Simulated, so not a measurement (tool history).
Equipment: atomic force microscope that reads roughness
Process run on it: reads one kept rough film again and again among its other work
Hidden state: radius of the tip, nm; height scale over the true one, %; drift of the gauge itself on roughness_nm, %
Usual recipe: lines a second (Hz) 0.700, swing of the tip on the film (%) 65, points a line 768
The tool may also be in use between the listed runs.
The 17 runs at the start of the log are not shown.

run,hour,lines a second (Hz),swing of the tip on the film (%),points a line,pictures with this tip,hours of work since the height scale was calibrated,roughness of the kept film (nm (root mean square))
18,676.8,3.527,62,406,203,1006,0.919
# hour 693.3: new tip fitted
19,704.6,3.160,74,509,16,1018,0.869
# hour 710.1: height scale calibrated on a step standard
20,746.1,1.389,56,308,73,15,1.024
21,780.5,0.700,67,768,122,29,1.027
22,803.7,1.672,65,768,155,38,0.975
# hour 818.5: height scale calibrated on a step standard, once more
23,827.6,3.312,58,276,187,4,0.973
24,852.4,3.312,58,276,222,14,0.954
# hour 855.5: new tip fitted
25,876.6,3.312,58,276,30,24,0.990
26,921.0,1.281,76,276,93,42,0.956
27,966.2,0.700,86,320,157,60,0.953
28,1004.9,0.853,65,768,211,76,1.005
# hour 1016.8: new tip fitted
29,1035.7,1.691,65,327,26,89,1.005
30,1077.6,1.691,65,327,86,106,0.995

Consider 4 possible next runs. They are alternatives, not a sequence: every one starts from the tool as it was left by run 30. What does each give?
A,1107.7,2.393,65,408,128,118,?
B,1107.7,2.695,65,279,128,118,?
C,1107.7,2.892,65,296,128,118,?
D,1107.7,2.108,81,327,128,118,?

run,roughness of the kept film (nm (root mean square))
A,0.955
B,0.940
C,0.934
D,0.863
With the hidden condition removed and each run's random variation left untouched, the same runs would have given:
run,roughness of the kept film (nm (root mean square))
A,0.980
B,0.965
C,0.959
D,0.886
